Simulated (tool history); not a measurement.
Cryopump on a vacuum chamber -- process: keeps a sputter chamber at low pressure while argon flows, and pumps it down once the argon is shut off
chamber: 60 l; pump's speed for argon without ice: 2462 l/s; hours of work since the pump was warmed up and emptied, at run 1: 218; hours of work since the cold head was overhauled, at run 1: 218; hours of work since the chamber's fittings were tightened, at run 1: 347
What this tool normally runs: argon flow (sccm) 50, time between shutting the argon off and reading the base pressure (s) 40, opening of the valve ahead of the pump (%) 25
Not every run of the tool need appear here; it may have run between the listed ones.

run	hour	argon flow (sccm)	time between shutting the argon off and reading the base pressure (s)	opening of the valve ahead of the pump (%)	hours of work since the pump was warmed up and emptied	hours of work since the cold head was overhauled	hours of work since the chamber's fittings were tightened	pressure while argon flows (Pa)	pressure after the wait (uPa)
1	0.0	50	40	25	218	218	347	0.1416	0.64
2	46.6	50	40	25	240	240	368	0.1435	0.59
3	80.2	50	22	25	255	255	384	0.1435	0.85
4	110.9	50	22	25	270	270	399	0.1435	0.90
5	150.3	50	40	25	288	288	417	0.1451	0.61
6	187.1	50	40	25	305	305	434	0.1447	0.67
7	236.4	50	40	25	328	328	457	0.1457	0.66
8	264.0	50	40	25	341	341	470	0.1466	0.66
9	305.8	50	40	25	361	361	490	0.1472	0.69
10	351.7	50	40	25	382	382	511	0.1466	0.63
11	400.6	50	40	25	405	405	534	0.1491	0.73
12	445.6	50	40	25	426	426	555	0.1485	0.72
13	495.5	50	40	25	450	450	578	0.1502	0.72
14	519.2	50	40	25	461	461	590	0.1508	0.72
15	548.5	50	40	25	474	474	603	0.1529	0.75
16	583.7	50	167	25	491	491	620	0.1517	0.54
17	612.7	50	167	25	504	504	633	0.1525	0.51
18	648.3	50	167	25	521	521	650	0.1542	0.54
19	699.9	40	40	25	545	545	674	0.1223	0.81
# hour 716.4: pump warmed up, emptied and cooled again
20	756.4	61	74	46	19	569	698	0.0915	0.52
21	785.7	92	246	20	32	583	712	0.3169	0.42
22	835.1	50	25	30	56	606	735	0.1152	0.88
23	878.2	47	190	18	76	626	755	0.1791	0.44
24	899.6	47	190	18	86	636	765	0.1811	0.43
25	932.1	47	190	18	101	652	780	0.1812	0.44
26	974.3	27	162	25	121	671	800	0.0753	0.44
27	1017.9	27	162	25	141	692	820	0.0755	0.50
28	1048.1	27	162	25	155	706	835	0.0754	0.51
29	1097.2	27	129	37	178	729	858	0.0525	0.51
30	1141.2	49	111	20	199	749	878	0.1730	0.56
31	1165.0	49	111	20	210	760	889	0.1732	0.57
32	1205.9	40	125	29	229	780	908	0.0997	0.53
33	1251.1	81	125	32	250	801	930	0.1845	0.61

Consider 3 possible next runs. They are alternatives, not a sequence: every one starts from the tool as it was left by run 33. What does each give?
A	1300.2	36	163	23	273	824	952	?	?
B	1300.2	30	125	49	273	824	952	?	?
C	1300.2	64	152	53	273	824	952	?	?

run	pressure while argon flows (Pa)	pressure after the wait (uPa)
A	0.1116	0.58
B	0.0455	0.58
C	0.0927	0.54
With the hidden condition removed and each run's random variation left untouched, the same runs would have given:
run	pressure while argon flows (Pa)	pressure after the wait (uPa)
A	0.1066	0.23
B	0.0414	0.24
C	0.0838	0.18
